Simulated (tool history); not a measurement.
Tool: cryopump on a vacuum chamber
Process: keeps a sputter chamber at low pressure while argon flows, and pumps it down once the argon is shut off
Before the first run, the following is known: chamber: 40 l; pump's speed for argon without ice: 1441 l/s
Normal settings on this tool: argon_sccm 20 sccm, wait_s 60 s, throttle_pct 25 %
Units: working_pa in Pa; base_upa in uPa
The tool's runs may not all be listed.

run     day  argon_sccm  wait_s  throttle_pct  working_pa  base_upa
  1   0.000          20      60            25      0.0940      1.66
  2   2.779          20      60            25      0.0951      1.76
  3   4.217          20      60            30      0.0785      1.76
  4   6.762          20      60            30      0.0801      1.83
  5   9.283          20      60            30      0.0811      1.85
  6  11.321          20      60            18      0.1333      1.82
  7  14.462          15      60            25      0.0721      1.93
  8  17.021          15      60            25      0.0731      1.90
  9  20.042          29      60            25      0.1423      2.00
 10  22.692          20      60            42      0.0612      2.03
 11  24.333          20      60            42      0.0617      2.04
 12  26.642          20      60            42      0.0623      2.08
 13  29.067          20      24            25      0.1010      3.62
 14  31.604          30      24            25      0.1524      3.82
 15  34.467          30      24            25      0.1544      3.72
     35.767  -- pump warmed up, emptied and cooled again
 16  35.992          18      60            22      0.0961      2.01
 17  39.075          11      81            56      0.0232      1.75
 18  42.117          11      81            17      0.0769      1.78
     42.442  -- leaking fittings of the chamber tightened, without venting
 19  43.862          11      81            17      0.0776      0.98
 20  46.183          11      81            17      0.0778      1.00
 21  48.233           9      60            34      0.0321      1.30
 22  49.562           8      60            24      0.0407      1.39
 23  51.771           8      60            24      0.0407      1.34
 24  53.142          12      60            22      0.0662      1.36
 25  54.712          16      60            17      0.1135      1.37
 26  57.462          16      60            17      0.1144      1.42
 27  58.808          16      60            17      0.1159      1.38
 28  60.179          16      60            17      0.1152      1.46
 29  61.812          16      60            17      0.1148      1.46

Consider 3 possible next runs. They are alternatives, not a sequence: every one starts from the tool as it was left by run 29. What does each give?
  A  63.388          33      96            16           ?         ?
  B  63.388          10      47            17           ?         ?
  C  63.388           9      60            32           ?         ?

run  working_pa  base_upa
  A      0.2539      1.11
  B      0.0728      1.75
  C      0.0360      1.49
What these runs would have given with no unlogged condition in the tool:
run  working_pa  base_upa
  A      0.2420      0.85
  B      0.0692      1.50
  C      0.0328      1.23

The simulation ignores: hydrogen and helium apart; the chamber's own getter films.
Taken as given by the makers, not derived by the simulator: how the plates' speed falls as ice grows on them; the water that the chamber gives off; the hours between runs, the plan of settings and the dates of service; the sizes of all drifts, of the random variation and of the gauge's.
